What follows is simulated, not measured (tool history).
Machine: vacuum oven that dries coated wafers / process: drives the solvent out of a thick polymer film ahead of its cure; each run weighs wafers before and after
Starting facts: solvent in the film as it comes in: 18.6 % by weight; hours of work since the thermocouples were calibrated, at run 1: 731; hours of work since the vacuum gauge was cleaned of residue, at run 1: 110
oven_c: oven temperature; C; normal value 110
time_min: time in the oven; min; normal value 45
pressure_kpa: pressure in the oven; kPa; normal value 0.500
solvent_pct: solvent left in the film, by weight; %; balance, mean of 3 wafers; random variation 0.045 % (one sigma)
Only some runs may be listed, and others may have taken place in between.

run	hour	oven_c	time_min	pressure_kpa	hours of work since the thermocouples were calibrated	hours of work since the vacuum gauge was cleaned of residue	solvent_pct
1	0.0	110	45	0.500	731	110	3.81
# hour 77.8: oven's thermocouples calibrated
2	99.9	110	45	0.500	13	166	3.91
3	187.5	110	45	0.328	63	217	3.67
4	239.8	110	45	0.328	94	247	3.71
5	283.9	110	45	1.442	119	273	4.96
6	332.2	110	45	1.442	147	301	4.88
7	412.2	119	45	1.442	194	347	2.62
8	479.2	110	45	0.468	232	386	3.86
9	530.5	110	45	0.296	262	416	3.66
10	600.2	95	45	0.500	302	456	8.61
11	688.8	95	45	0.500	354	507	8.29
12	732.0	95	45	0.500	379	532	8.48
13	824.7	95	45	0.500	432	586	8.43
14	912.5	95	45	0.500	483	637	8.49
15	958.5	95	45	0.500	510	663	8.47
16	1057.8	95	45	0.500	567	721	8.42
17	1128.0	95	45	0.500	608	761	8.52
18	1212.6	110	45	0.777	657	810	4.17
19	1304.8	110	45	0.500	710	864	3.94
20	1385.5	114	45	0.500	757	910	2.81
# hour 1419.1: oven's thermocouples calibrated
21	1469.2	112	56	1.161	29	958	3.16
22	1533.3	112	56	1.161	66	995	3.17
23	1582.3	100	32	0.351	94	1023	8.53
24	1674.4	121	30	1.422	148	1076	3.69
25	1746.2	114	36	0.500	189	1118	3.78
26	1829.9	95	24	0.500	238	1166	11.17
27	1908.5	121	45	0.443	283	1212	1.44
28	1984.5	102	26	0.858	327	1256	9.51
29	2065.3	110	63	0.500	374	1303	2.43
30	2116.2	118	63	0.500	403	1332	1.07
# hour 2172.3: vacuum gauge cleaned of residue and calibrated
31	2181.5	118	54	1.072	440	5	2.02
32	2246.5	119	32	0.294	478	43	2.99
33	2303.9	119	35	0.294	511	76	2.52
34	2395.0	110	45	1.480	564	129	4.87
35	2441.8	115	45	1.480	591	156	3.57
36	2504.8	119	45	0.861	627	192	2.13
37	2580.7	119	45	0.861	671	236	2.16
38	2651.7	119	45	0.861	712	277	2.07
39	2747.1	110	27	0.641	768	333	6.71

Hidden state at the last listed run before each entry between runs and at the first one after, where it differs:
After run 1, before run 2: oven's thermocouples calibrated (hour 77.8)
  true wafer temperature over the reading, C: -0.05 -> -0.01; true pressure over the reading, kPa: 0 -> 0.001
After run 20, before run 21: oven's thermocouples calibrated (hour 1419.1)
  true wafer temperature over the reading, C: -0.04 -> -0.02
After run 30, before run 31: vacuum gauge cleaned of residue and calibrated (hour 2172.3)
  true pressure over the reading, kPa: 0.012 -> 0

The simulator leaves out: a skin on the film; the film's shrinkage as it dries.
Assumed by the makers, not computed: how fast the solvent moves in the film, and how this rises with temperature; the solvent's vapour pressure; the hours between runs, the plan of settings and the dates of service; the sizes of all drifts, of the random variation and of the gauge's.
